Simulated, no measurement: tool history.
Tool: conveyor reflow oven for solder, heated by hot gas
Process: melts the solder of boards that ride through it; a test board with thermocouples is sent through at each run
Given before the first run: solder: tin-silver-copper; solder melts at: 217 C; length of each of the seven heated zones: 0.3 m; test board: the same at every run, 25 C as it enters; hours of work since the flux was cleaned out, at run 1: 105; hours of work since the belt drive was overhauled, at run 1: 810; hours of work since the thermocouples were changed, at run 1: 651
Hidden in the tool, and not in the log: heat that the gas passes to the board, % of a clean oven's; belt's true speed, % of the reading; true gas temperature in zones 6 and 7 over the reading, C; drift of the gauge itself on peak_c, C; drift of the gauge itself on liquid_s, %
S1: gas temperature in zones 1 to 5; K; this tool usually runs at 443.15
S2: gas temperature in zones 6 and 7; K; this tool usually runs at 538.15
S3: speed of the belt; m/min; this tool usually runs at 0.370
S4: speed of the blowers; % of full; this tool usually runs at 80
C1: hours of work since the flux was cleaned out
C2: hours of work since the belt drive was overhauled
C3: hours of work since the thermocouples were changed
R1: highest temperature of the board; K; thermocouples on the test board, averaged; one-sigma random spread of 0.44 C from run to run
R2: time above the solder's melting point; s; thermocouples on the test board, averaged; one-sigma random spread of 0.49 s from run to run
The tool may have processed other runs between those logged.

run 1 day=0.000 | S1=443.15 S2=538.15 S3=0.370 S4=80 | C1=105 C2=810 C3=651 | R1=524.25 R2=70.5
run 2 day=3.867 | S1=443.15 S2=538.15 S3=0.370 S4=80 | C1=159 C2=864 C3=705 | R1=524.45 R2=70.8
run 3 day=5.979 | S1=443.15 S2=538.15 S3=0.370 S4=80 | C1=189 C2=894 C3=734 | R1=524.35 R2=70.7
-- day=8.000 flux residue cleaned out of gas plates and filters
run 4 day=9.083 | S1=434.15 S2=538.15 S3=0.370 S4=80 | C1=15 C2=934 C3=775 | R1=523.55 R2=65.7
run 5 day=11.162 | S1=434.15 S2=538.15 S3=0.342 S4=80 | C1=44 C2=963 C3=804 | R1=525.35 R2=75.3
run 6 day=13.667 | S1=434.15 S2=538.15 S3=0.342 S4=80 | C1=79 C2=998 C3=839 | R1=525.55 R2=74.9
run 7 day=16.504 | S1=434.15 S2=538.15 S3=0.342 S4=80 | C1=119 C2=1038 C3=878 | R1=525.65 R2=74.6
run 8 day=18.642 | S1=434.15 S2=538.15 S3=0.344 S4=80 | C1=149 C2=1068 C3=908 | R1=524.45 R2=74.0
run 9 day=22.371 | S1=441.15 S2=538.15 S3=0.304 S4=86 | C1=201 C2=1120 C3=960 | R1=530.45 R2=94.1
-- day=23.738 flux residue cleaned out of gas plates and filters
run 10 day=26.071 | S1=443.15 S2=553.15 S3=0.311 S4=80 | C1=33 C2=1168 C3=1009 | R1=542.65 R2=100.2
-- day=26.592 belt drive overhauled, speed set with a stopwatch
run 11 day=28.946 | S1=443.15 S2=553.15 S3=0.311 S4=80 | C1=70 C2=33 C3=1047 | R1=542.55 R2=101.8
run 12 day=31.754 | S1=452.15 S2=537.15 S3=0.383 S4=72 | C1=110 C2=72 C3=1086 | R1=521.95 R2=69.4
run 13 day=33.588 | S1=443.15 S2=527.15 S3=0.370 S4=67 | C1=135 C2=98 C3=1112 | R1=511.15 R2=53.7
run 14 day=36.979 | S1=443.15 S2=527.15 S3=0.370 S4=67 | C1=183 C2=145 C3=1159 | R1=511.15 R2=53.7
-- day=39.388 flux residue cleaned out of gas plates and filters
run 15 day=40.396 | S1=443.15 S2=540.15 S3=0.392 S4=69 | C1=14 C2=190 C3=1204 | R1=521.25 R2=61.1
-- day=42.858 thermocouples of zones 6 and 7 changed
run 16 day=43.042 | S1=438.15 S2=540.15 S3=0.382 S4=70 | C1=50 C2=226 C3=3 | R1=520.85 R2=62.6

Take each entry between the runs: how does the hidden state at the last listed run before it differ from the hidden state at the first listed run after it?
Run 3 -> run 4: flux residue cleaned out of gas plates and filters (day 8.000)
  heat that the gas passes to the board, % of a clean oven's: 99.8 -> 100
Run 9 -> run 10: flux residue cleaned out of gas plates and filters (day 23.738)
  heat that the gas passes to the board, % of a clean oven's: 99.8 -> 100; true gas temperature in zones 6 and 7 over the reading, C: -0.1 -> -0.11
Run 10 -> run 11: belt drive overhauled, speed set with a stopwatch (day 26.592)
  heat that the gas passes to the board, % of a clean oven's: 100 -> 99.9; belt's true speed, % of the reading: 99.95 -> 100
Run 14 -> run 15: flux residue cleaned out of gas plates and filters (day 39.388)
  heat that the gas passes to the board, % of a clean oven's: 99.8 -> 100; true gas temperature in zones 6 and 7 over the reading, C: -0.12 -> -0.13
Run 15 -> run 16: thermocouples of zones 6 and 7 changed (day 42.858)
  heat that the gas passes to the board, % of a clean oven's: 100 -> 99.9; true gas temperature in zones 6 and 7 over the reading, C: -0.13 -> 0
